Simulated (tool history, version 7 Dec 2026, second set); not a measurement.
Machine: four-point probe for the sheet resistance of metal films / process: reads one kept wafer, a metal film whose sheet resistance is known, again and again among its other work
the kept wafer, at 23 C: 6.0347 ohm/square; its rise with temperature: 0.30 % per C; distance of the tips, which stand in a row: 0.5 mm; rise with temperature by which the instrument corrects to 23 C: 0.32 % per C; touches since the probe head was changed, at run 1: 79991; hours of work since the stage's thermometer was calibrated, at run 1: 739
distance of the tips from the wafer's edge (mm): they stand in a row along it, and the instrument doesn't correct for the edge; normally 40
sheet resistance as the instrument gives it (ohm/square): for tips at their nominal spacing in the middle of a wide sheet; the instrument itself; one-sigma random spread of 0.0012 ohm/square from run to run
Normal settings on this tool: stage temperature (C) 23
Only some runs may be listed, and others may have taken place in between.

| run | day | stage temperature (C) | distance of the tips from the wafer's edge (mm) | touches since the probe head was changed | hours of work since the stage's thermometer was calibrated | sheet resistance as the instrument gives it (ohm/square) |
|---|---|---|---|---|---|---|
| 1 | 0.000 | 23 | 40 | 79991 | 739 | 6.035520 |
| 2 | 1.104 | 28 | 40 | 81091 | 753 | 6.028131 |
| 3 | 2.225 | 28 | 40 | 82204 | 768 | 6.029389 |
| 4 | 3.875 | 28 | 40 | 83848 | 789 | 6.029592 |
| 5 | 5.108 | 18 | 40 | 85074 | 804 | 6.042523 |
| 6 | 6.725 | 18 | 40 | 86683 | 825 | 6.042104 |
| 7 | 8.108 | 18 | 40 | 88059 | 843 | 6.041330 |

For run 8, what comes out?
| 8 | 9.454 | 33 | 23 | 89398 | 860 | ? |

sheet resistance as the instrument gives it (ohm/square): 6.024582
Take away the tool's hidden state, keep the run-to-run variation as it was, and the same run would have given sheet resistance as the instrument gives it (ohm/square) 6.024867.
